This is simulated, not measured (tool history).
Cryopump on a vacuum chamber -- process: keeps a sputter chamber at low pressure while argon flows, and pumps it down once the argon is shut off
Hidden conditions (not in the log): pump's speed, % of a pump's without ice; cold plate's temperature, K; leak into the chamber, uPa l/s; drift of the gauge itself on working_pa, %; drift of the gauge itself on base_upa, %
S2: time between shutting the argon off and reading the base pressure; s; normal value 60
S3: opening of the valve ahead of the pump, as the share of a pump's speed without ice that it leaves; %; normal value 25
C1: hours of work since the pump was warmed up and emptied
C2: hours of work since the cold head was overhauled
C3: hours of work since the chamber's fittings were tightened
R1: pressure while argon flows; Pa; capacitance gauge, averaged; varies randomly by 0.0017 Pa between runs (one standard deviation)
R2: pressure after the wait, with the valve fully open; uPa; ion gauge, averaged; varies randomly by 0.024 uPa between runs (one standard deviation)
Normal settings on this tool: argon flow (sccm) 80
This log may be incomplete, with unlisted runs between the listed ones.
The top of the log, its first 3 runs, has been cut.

{"run": 4, "hour": 136.4, "argon flow (sccm)": 80, "S2": 60, "S3": 25, "C1": 69, "C2": 1421, "C3": 1421, "R1": 0.4025, "R2": 1.71}
{"run": 5, "hour": 165.8, "argon flow (sccm)": 80, "S2": 60, "S3": 42, "C1": 92, "C2": 1444, "C3": 1444, "R1": 0.2465, "R2": 1.7}
{"run": 6, "hour": 235.3, "argon flow (sccm)": 80, "S2": 60, "S3": 42, "C1": 146, "C2": 1498, "C3": 1498, "R1": 0.2516, "R2": 1.73}
{"run": 7, "hour": 305.9, "argon flow (sccm)": 80, "S2": 60, "S3": 42, "C1": 201, "C2": 1553, "C3": 1553, "R1": 0.2565, "R2": 1.86}
{"run": 8, "hour": 374.4, "argon flow (sccm)": 64, "S2": 60, "S3": 25, "C1": 254, "C2": 1607, "C3": 1607, "R1": 0.3388, "R2": 1.94}
{"run": 9, "hour": 406.2, "argon flow (sccm)": 64, "S2": 60, "S3": 25, "C1": 279, "C2": 1631, "C3": 1631, "R1": 0.3423, "R2": 2.07}
{"run": 10, "hour": 436.4, "argon flow (sccm)": 80, "S2": 60, "S3": 25, "C1": 302, "C2": 1655, "C3": 1655, "R1": 0.4299, "R2": 2.13}
{"hour": 445.3, "done": "pump warmed up, emptied and cooled again"}
{"run": 11, "hour": 471.9, "argon flow (sccm)": 80, "S2": 60, "S3": 25, "C1": 21, "C2": 1679, "C3": 1679, "R1": 0.3998, "R2": 1.79}
{"run": 12, "hour": 535.7, "argon flow (sccm)": 80, "S2": 60, "S3": 25, "C1": 70, "C2": 1728, "C3": 1728, "R1": 0.4091, "R2": 1.84}
{"run": 13, "hour": 602.7, "argon flow (sccm)": 80, "S2": 60, "S3": 25, "C1": 123, "C2": 1780, "C3": 1780, "R1": 0.4106, "R2": 1.95}
{"run": 14, "hour": 646.6, "argon flow (sccm)": 80, "S2": 60, "S3": 25, "C1": 157, "C2": 1814, "C3": 1814, "R1": 0.4112, "R2": 2.02}
{"run": 15, "hour": 708.4, "argon flow (sccm)": 80, "S2": 57, "S3": 25, "C1": 205, "C2": 1863, "C3": 1863, "R1": 0.4177, "R2": 2.14}
{"run": 16, "hour": 738.4, "argon flow (sccm)": 80, "S2": 57, "S3": 25, "C1": 228, "C2": 1886, "C3": 1886, "R1": 0.4193, "R2": 2.13}
{"run": 17, "hour": 802.1, "argon flow (sccm)": 80, "S2": 57, "S3": 25, "C1": 278, "C2": 1936, "C3": 1936, "R1": 0.4279, "R2": 2.26}
{"hour": 844.7, "done": "pump warmed up, emptied and cooled again"}
{"run": 18, "hour": 874.3, "argon flow (sccm)": 80, "S2": 57, "S3": 25, "C1": 23, "C2": 1988, "C3": 1988, "R1": 0.3989, "R2": 2.01}
{"run": 19, "hour": 903.8, "argon flow (sccm)": 43, "S2": 78, "S3": 45, "C1": 46, "C2": 2011, "C3": 2011, "R1": 0.1217, "R2": 1.82}
{"run": 20, "hour": 971.7, "argon flow (sccm)": 86, "S2": 45, "S3": 40, "C1": 99, "C2": 2064, "C3": 2064, "R1": 0.2766, "R2": 2.3}
{"run": 21, "hour": 1005.5, "argon flow (sccm)": 131, "S2": 60, "S3": 49, "C1": 125, "C2": 2090, "C3": 2090, "R1": 0.3506, "R2": 2.1}
{"run": 22, "hour": 1061.6, "argon flow (sccm)": 131, "S2": 60, "S3": 49, "C1": 169, "C2": 2134, "C3": 2134, "R1": 0.3648, "R2": 2.23}
{"run": 23, "hour": 1095.1, "argon flow (sccm)": 103, "S2": 125, "S3": 40, "C1": 195, "C2": 2160, "C3": 2160, "R1": 0.3486, "R2": 2.02}

Run 24, settings as shown, results not yet in. Your forecast:
{"run": 24, "hour": 1163.9, "argon flow (sccm)": 80, "S2": 31, "S3": 15, "C1": 248, "C2": 2213, "C3": 2213, "R1": "?", "R2": "?"}

{"run 24": {"R1": 0.6879, "R2": 2.95}}
Minus the tool's unlogged condition, the same run would have read R1 0.6575 Pa, R2 1.40 uPa.
